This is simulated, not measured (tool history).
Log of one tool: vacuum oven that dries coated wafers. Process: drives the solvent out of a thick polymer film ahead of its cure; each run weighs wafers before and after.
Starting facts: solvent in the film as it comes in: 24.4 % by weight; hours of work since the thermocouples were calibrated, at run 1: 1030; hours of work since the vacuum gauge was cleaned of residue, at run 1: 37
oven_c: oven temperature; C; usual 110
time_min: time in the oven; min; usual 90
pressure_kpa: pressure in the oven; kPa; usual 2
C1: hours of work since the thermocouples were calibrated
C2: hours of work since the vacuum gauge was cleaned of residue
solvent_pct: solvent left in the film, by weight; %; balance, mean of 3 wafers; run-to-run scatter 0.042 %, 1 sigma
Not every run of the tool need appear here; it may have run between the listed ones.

{"run": 1, "hour": 0.0, "oven_c": 110, "time_min": 90, "pressure_kpa": 2, "C1": 1030, "C2": 37, "solvent_pct": 1.94}
{"run": 2, "hour": 16.0, "oven_c": 110, "time_min": 90, "pressure_kpa": 2, "C1": 1038, "C2": 45, "solvent_pct": 1.91}
{"run": 3, "hour": 26.8, "oven_c": 110, "time_min": 90, "pressure_kpa": 2, "C1": 1043, "C2": 51, "solvent_pct": 1.94}
{"run": 4, "hour": 39.9, "oven_c": 110, "time_min": 90, "pressure_kpa": 2, "C1": 1050, "C2": 57, "solvent_pct": 1.94}
{"run": 5, "hour": 50.1, "oven_c": 110, "time_min": 90, "pressure_kpa": 2, "C1": 1055, "C2": 63, "solvent_pct": 1.91}
{"run": 6, "hour": 63.1, "oven_c": 110, "time_min": 90, "pressure_kpa": 2, "C1": 1062, "C2": 69, "solvent_pct": 1.9}
{"run": 7, "hour": 80.6, "oven_c": 110, "time_min": 90, "pressure_kpa": 2, "C1": 1071, "C2": 78, "solvent_pct": 1.96}
{"run": 8, "hour": 92.5, "oven_c": 110, "time_min": 143, "pressure_kpa": 2, "C1": 1077, "C2": 84, "solvent_pct": 0.91}
{"run": 9, "hour": 100.0, "oven_c": 110, "time_min": 143, "pressure_kpa": 2, "C1": 1080, "C2": 88, "solvent_pct": 0.87}
{"run": 10, "hour": 109.5, "oven_c": 104, "time_min": 90, "pressure_kpa": 2, "C1": 1085, "C2": 93, "solvent_pct": 3.57}
{"run": 11, "hour": 121.2, "oven_c": 104, "time_min": 90, "pressure_kpa": 5.95, "C1": 1091, "C2": 99, "solvent_pct": 5.08}
{"run": 12, "hour": 129.6, "oven_c": 119, "time_min": 90, "pressure_kpa": 2, "C1": 1095, "C2": 103, "solvent_pct": 0.74}
{"run": 13, "hour": 145.7, "oven_c": 119, "time_min": 90, "pressure_kpa": 2, "C1": 1104, "C2": 111, "solvent_pct": 0.78}
{"run": 14, "hour": 158.4, "oven_c": 119, "time_min": 90, "pressure_kpa": 2, "C1": 1110, "C2": 118, "solvent_pct": 0.71}
{"run": 15, "hour": 174.3, "oven_c": 119, "time_min": 104, "pressure_kpa": 2, "C1": 1118, "C2": 126, "solvent_pct": 0.63}
{"run": 16, "hour": 184.0, "oven_c": 119, "time_min": 104, "pressure_kpa": 2, "C1": 1123, "C2": 131, "solvent_pct": 0.58}
{"run": 17, "hour": 193.9, "oven_c": 110, "time_min": 90, "pressure_kpa": 5.5, "C1": 1128, "C2": 136, "solvent_pct": 2.98}
{"run": 18, "hour": 205.2, "oven_c": 110, "time_min": 90, "pressure_kpa": 5.5, "C1": 1134, "C2": 141, "solvent_pct": 3.07}
{"run": 19, "hour": 214.4, "oven_c": 110, "time_min": 81, "pressure_kpa": 2, "C1": 1139, "C2": 146, "solvent_pct": 2.38}
{"run": 20, "hour": 225.7, "oven_c": 110, "time_min": 81, "pressure_kpa": 2, "C1": 1144, "C2": 152, "solvent_pct": 2.42}
{"run": 21, "hour": 242.4, "oven_c": 110, "time_min": 90, "pressure_kpa": 2, "C1": 1153, "C2": 160, "solvent_pct": 1.93}
{"run": 22, "hour": 255.2, "oven_c": 115, "time_min": 90, "pressure_kpa": 2, "C1": 1159, "C2": 167, "solvent_pct": 1.06}
{"run": 23, "hour": 270.5, "oven_c": 115, "time_min": 90, "pressure_kpa": 2, "C1": 1167, "C2": 174, "solvent_pct": 1.14}
{"run": 24, "hour": 282.7, "oven_c": 115, "time_min": 90, "pressure_kpa": 2, "C1": 1173, "C2": 181, "solvent_pct": 1.01}
{"hour": 287.2, "done": "oven's thermocouples calibrated"}
{"run": 25, "hour": 293.9, "oven_c": 115, "time_min": 90, "pressure_kpa": 2, "C1": 3, "C2": 185, "solvent_pct": 1.06}
{"run": 26, "hour": 304.0, "oven_c": 117, "time_min": 90, "pressure_kpa": 2, "C1": 9, "C2": 190, "solvent_pct": 0.86}
{"run": 27, "hour": 321.5, "oven_c": 110, "time_min": 155, "pressure_kpa": 4.16, "C1": 17, "C2": 199, "solvent_pct": 1.62}
{"run": 28, "hour": 334.5, "oven_c": 109, "time_min": 147, "pressure_kpa": 1.03, "C1": 24, "C2": 206, "solvent_pct": 0.62}
{"run": 29, "hour": 348.8, "oven_c": 109, "time_min": 143, "pressure_kpa": 4.65, "C1": 31, "C2": 213, "solvent_pct": 1.91}
{"run": 30, "hour": 364.7, "oven_c": 109, "time_min": 143, "pressure_kpa": 4.65, "C1": 39, "C2": 221, "solvent_pct": 1.87}
{"run": 31, "hour": 377.2, "oven_c": 109, "time_min": 143, "pressure_kpa": 4.65, "C1": 46, "C2": 228, "solvent_pct": 1.94}
{"run": 32, "hour": 387.6, "oven_c": 110, "time_min": 51, "pressure_kpa": 2.32, "C1": 51, "C2": 233, "solvent_pct": 4.97}
{"run": 33, "hour": 403.1, "oven_c": 96, "time_min": 115, "pressure_kpa": 2, "C1": 59, "C2": 241, "solvent_pct": 5.47}
{"run": 34, "hour": 410.3, "oven_c": 107, "time_min": 118, "pressure_kpa": 1.65, "C1": 63, "C2": 244, "solvent_pct": 1.58}
{"run": 35, "hour": 419.7, "oven_c": 109, "time_min": 110, "pressure_kpa": 6.62, "C1": 67, "C2": 249, "solvent_pct": 3.13}
{"run": 36, "hour": 433.3, "oven_c": 103, "time_min": 55, "pressure_kpa": 1.07, "C1": 74, "C2": 256, "solvent_pct": 6.97}
{"run": 37, "hour": 442.9, "oven_c": 101, "time_min": 90, "pressure_kpa": 2, "C1": 79, "C2": 261, "solvent_pct": 4.84}
{"run": 38, "hour": 454.4, "oven_c": 110, "time_min": 153, "pressure_kpa": 2, "C1": 85, "C2": 267, "solvent_pct": 0.86}
{"run": 39, "hour": 464.8, "oven_c": 98, "time_min": 48, "pressure_kpa": 1.51, "C1": 90, "C2": 272, "solvent_pct": 10.33}
{"run": 40, "hour": 480.7, "oven_c": 98, "time_min": 48, "pressure_kpa": 1.51, "C1": 98, "C2": 280, "solvent_pct": 10.26}
{"run": 41, "hour": 488.2, "oven_c": 98, "time_min": 48, "pressure_kpa": 1.51, "C1": 102, "C2": 284, "solvent_pct": 10.14}
{"run": 42, "hour": 495.7, "oven_c": 110, "time_min": 90, "pressure_kpa": 5.84, "C1": 106, "C2": 288, "solvent_pct": 3.2}
{"run": 43, "hour": 511.9, "oven_c": 120, "time_min": 90, "pressure_kpa": 2, "C1": 114, "C2": 296, "solvent_pct": 0.6}
{"run": 44, "hour": 526.1, "oven_c": 120, "time_min": 90, "pressure_kpa": 2, "C1": 121, "C2": 303, "solvent_pct": 0.63}
{"run": 45, "hour": 536.5, "oven_c": 120, "time_min": 90, "pressure_kpa": 5.57, "C1": 127, "C2": 308, "solvent_pct": 1.55}
{"run": 46, "hour": 552.7, "oven_c": 121, "time_min": 96, "pressure_kpa": 7.9, "C1": 135, "C2": 317, "solvent_pct": 1.97}
{"run": 47, "hour": 561.4, "oven_c": 110, "time_min": 90, "pressure_kpa": 3.14, "C1": 139, "C2": 321, "solvent_pct": 2.29}

Predict each of these 4 candidate next runs independently; none follows another, all start after run 47:
{"run": "A", "hour": 572.7, "oven_c": 106, "time_min": 90, "pressure_kpa": 2, "C1": 145, "C2": 327, "solvent_pct": "?"}
{"run": "B", "hour": 572.7, "oven_c": 114, "time_min": 76, "pressure_kpa": 1.42, "C1": 145, "C2": 327, "solvent_pct": "?"}
{"run": "C", "hour": 572.7, "oven_c": 119, "time_min": 90, "pressure_kpa": 3.14, "C1": 145, "C2": 327, "solvent_pct": "?"}
{"run": "D", "hour": 572.7, "oven_c": 106, "time_min": 97, "pressure_kpa": 1.54, "C1": 145, "C2": 327, "solvent_pct": "?"}

run=A solvent_pct=2.96
run=B solvent_pct=1.54
run=C solvent_pct=0.95
run=D solvent_pct=2.49
With no hidden state in the tool, these same runs would have given:
run=A solvent_pct=2.96
run=B solvent_pct=1.54
run=C solvent_pct=0.94
run=D solvent_pct=2.49

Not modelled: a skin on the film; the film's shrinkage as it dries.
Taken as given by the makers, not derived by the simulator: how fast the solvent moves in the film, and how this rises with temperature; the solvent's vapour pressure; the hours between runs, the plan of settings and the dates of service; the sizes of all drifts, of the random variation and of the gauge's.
